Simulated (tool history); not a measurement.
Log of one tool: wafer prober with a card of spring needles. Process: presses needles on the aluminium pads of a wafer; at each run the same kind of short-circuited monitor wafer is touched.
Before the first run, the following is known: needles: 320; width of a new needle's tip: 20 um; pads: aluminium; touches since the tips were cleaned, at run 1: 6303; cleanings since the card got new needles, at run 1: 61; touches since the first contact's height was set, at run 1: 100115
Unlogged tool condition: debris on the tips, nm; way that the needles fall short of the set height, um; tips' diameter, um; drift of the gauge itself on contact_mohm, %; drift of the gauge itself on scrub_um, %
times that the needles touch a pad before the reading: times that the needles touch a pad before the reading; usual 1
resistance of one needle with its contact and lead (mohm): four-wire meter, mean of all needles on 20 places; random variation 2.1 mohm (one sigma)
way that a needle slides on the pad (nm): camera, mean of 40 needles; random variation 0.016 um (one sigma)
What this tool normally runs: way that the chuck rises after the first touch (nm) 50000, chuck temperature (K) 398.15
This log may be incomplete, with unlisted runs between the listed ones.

run,hour,way that the chuck rises after the first touch (nm),chuck temperature (K),times that the needles touch a pad before the reading,touches since the tips were cleaned,cleanings since the card got new needles,touches since the first contact's height was set,resistance of one needle with its contact and lead (mohm),way that a needle slides on the pad (nm)
1,0,50000,398.15,1,6303,61,100115,437,7020
# hour 2.9: tips cleaned on abrasive film
# hour 16.7: tips cleaned on abrasive film
# hour 30.6: tips cleaned on abrasive film
2,33.9,41000,398.15,1,1883,64,119489,391,5710
# hour 42.2: tips cleaned on abrasive film
# hour 53.3: tips cleaned on abrasive film
# hour 67.2: tips cleaned on abrasive film
# hour 81.1: tips cleaned on abrasive film
# hour 94.9: tips cleaned on abrasive film
3,104.2,41000,398.15,1,5339,69,159810,537,5690
# hour 107: tips cleaned on abrasive film
# hour 120.9: tips cleaned on abrasive film
# hour 134.8: tips cleaned on abrasive film
# hour 148.6: tips cleaned on abrasive film
# hour 148.9: height of the first contact set anew
# hour 162.8: tips cleaned on abrasive film
# hour 176.7: tips cleaned on abrasive film
4,185.3,41000,398.15,1,4975,75,20875,546,5520
# hour 188.1: tips cleaned on abrasive film
# hour 199.3: tips cleaned on abrasive film
# hour 213.1: tips cleaned on abrasive film
# hour 224.2: tips cleaned on abrasive film
# hour 238.1: tips cleaned on abrasive film
# hour 252: tips cleaned on abrasive film
5,262.7,41000,398.15,1,6187,81,65221,562,5470
# hour 265.6: tips cleaned on abrasive film
# hour 279.4: tips cleaned on abrasive film
# hour 293.3: tips cleaned on abrasive film
6,297.4,41000,398.15,1,2394,84,85106,450,5480
# hour 305.8: tips cleaned on abrasive film
# hour 316.9: tips cleaned on abrasive film
# hour 330.8: tips cleaned on abrasive film
# hour 344.7: tips cleaned on abrasive film
# hour 358.5: tips cleaned on abrasive film
7,359.2,41000,398.15,2,416,89,120502,274,5410
# hour 370.4: tips cleaned on abrasive film
# hour 384.2: tips cleaned on abrasive film
# hour 398.1: tips cleaned on abrasive film
# hour 409.2: tips cleaned on abrasive film
# hour 422.2: tips cleaned on abrasive film
8,422.2,41000,398.15,1,0,94,156548,267,5380

The next listed run, before its measurement:
# hour 436: tips cleaned on abrasive film
# hour 449.9: tips cleaned on abrasive film
# hour 461: tips cleaned on abrasive film
9,469.2,64000,367.15,2,4708,97,183517,?,?

Run 9 yielded resistance of one needle with its contact and lead (mohm) 307, way that a needle slides on the pad (nm) 8620.
Minus the tool's unlogged condition, the same run would have read resistance of one needle with its contact and lead (mohm) 225, way that a needle slides on the pad (nm) 9100.
